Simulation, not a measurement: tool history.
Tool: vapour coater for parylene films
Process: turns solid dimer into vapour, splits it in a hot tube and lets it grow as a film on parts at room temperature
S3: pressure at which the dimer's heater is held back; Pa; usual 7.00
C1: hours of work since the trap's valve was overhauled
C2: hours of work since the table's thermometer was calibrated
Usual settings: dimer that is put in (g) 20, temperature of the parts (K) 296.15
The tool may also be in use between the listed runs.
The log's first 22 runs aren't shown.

Run 23, hour 516.1: usual settings but dimer that is put in (g) 22; C1 95; C2 431. Result: thickness of the film (um) 11.28.
Run 24, hour 543.2: usual settings but dimer that is put in (g) 22; C1 114; C2 450. Result: thickness of the film (um) 11.38.
Run 25, hour 572.5: usual settings but dimer that is put in (g) 10, temperature of the parts (K) 308.15, S3 3.29 Pa; C1 135; C2 471. Result: thickness of the film (um) 3.58.
Run 26, hour 598.4: usual settings but dimer that is put in (g) 10, temperature of the parts (K) 308.15, S3 3.29 Pa; C1 154; C2 490. Result: thickness of the film (um) 3.52.
Run 27, hour 619.6: usual settings but dimer that is put in (g) 10, temperature of the parts (K) 308.15, S3 3.29 Pa; C1 169; C2 505. Result: thickness of the film (um) 3.54.
Run 28, hour 637.0: usual settings but dimer that is put in (g) 17, S3 10.66 Pa; C1 182; C2 518. Result: thickness of the film (um) 8.01.
Run 29, hour 664.6: usual settings but dimer that is put in (g) 22, temperature of the parts (K) 291.15, S3 4.74 Pa; C1 201; C2 538. Result: thickness of the film (um) 14.36.
Run 30, hour 683.1: usual settings but dimer that is put in (g) 10, temperature of the parts (K) 294.15; C1 215; C2 551. Result: thickness of the film (um) 5.46.
At hour 686.9: table's thermometer calibrated.
Run 31, hour 704.6: usual settings but dimer that is put in (g) 21, temperature of the parts (K) 295.15, S3 11.10 Pa; C1 230; C2 13. Result: thickness of the film (um) 10.13.
Run 32, hour 724.2: usual settings but dimer that is put in (g) 31, temperature of the parts (K) 295.15, S3 11.10 Pa; C1 244; C2 27. Result: thickness of the film (um) 14.90.
Run 33, hour 749.8: usual settings but dimer that is put in (g) 31, S3 7.67 Pa; C1 262; C2 45. Result: thickness of the film (um) 15.12.
Run 34, hour 775.0: usual settings but dimer that is put in (g) 16, S3 3.70 Pa; C1 280; C2 63. Result: thickness of the film (um) 8.68.
Run 35, hour 794.8: usual settings but dimer that is put in (g) 16, S3 9.16 Pa; C1 294; C2 78. Result: thickness of the film (um) 7.67.
Run 36, hour 810.5: usual settings but dimer that is put in (g) 25, temperature of the parts (K) 292.15, S3 9.16 Pa; C1 306; C2 89. Result: thickness of the film (um) 13.83.
Run 37, hour 833.4: usual settings but dimer that is put in (g) 25, temperature of the parts (K) 292.15, S3 9.16 Pa; C1 322; C2 105. Result: thickness of the film (um) 13.76.
At hour 853.8: table's thermometer calibrated, once more.
Run 38, hour 855.3: usual settings but dimer that is put in (g) 25, temperature of the parts (K) 292.15, S3 9.16 Pa; C1 337; C2 1. Result: thickness of the film (um) 13.71.
Run 39, hour 888.5: usual settings but dimer that is put in (g) 26, temperature of the parts (K) 298.15; C1 361; C2 25. Result: thickness of the film (um) 11.65.
Run 40, hour 902.5: usual settings but temperature of the parts (K) 297.15, S3 11.26 Pa; C1 371; C2 35. Result: thickness of the film (um) 8.61.
Run 41, hour 932.3: usual settings but temperature of the parts (K) 291.15, S3 5.51 Pa; C1 393; C2 56. Result: thickness of the film (um) 12.13.
Run 42, hour 947.3: usual settings but dimer that is put in (g) 26; C1 403; C2 67. Result: thickness of the film (um) 12.36.
Run 43, hour 969.7: usual settings but dimer that is put in (g) 26; C1 420; C2 83. Result: thickness of the film (um) 12.45.

Forecast each of these 3 alternatives for the next run:
Run A, hour 1001.4: usual settings but dimer that is put in (g) 11, temperature of the parts (K) 293.15, S3 2.35 Pa; C1 442; C2 106. Result: thickness of the film (um) ?.
Run B, hour 1001.4: usual settings but dimer that is put in (g) 11, temperature of the parts (K) 288.15, S3 9.14 Pa; C1 442; C2 106. Result: thickness of the film (um) ?.
Run C, hour 1001.4: usual settings but S3 2.69 Pa; C1 442; C2 106. Result: thickness of the film (um) ?.

run  thickness of the film (um)
  A                        6.98
  B                        6.88
  C                       11.02
Without the tool's hidden state the same runs would have given:
run  thickness of the film (um)
  A                        7.78
  B                        7.67
  C                       12.29
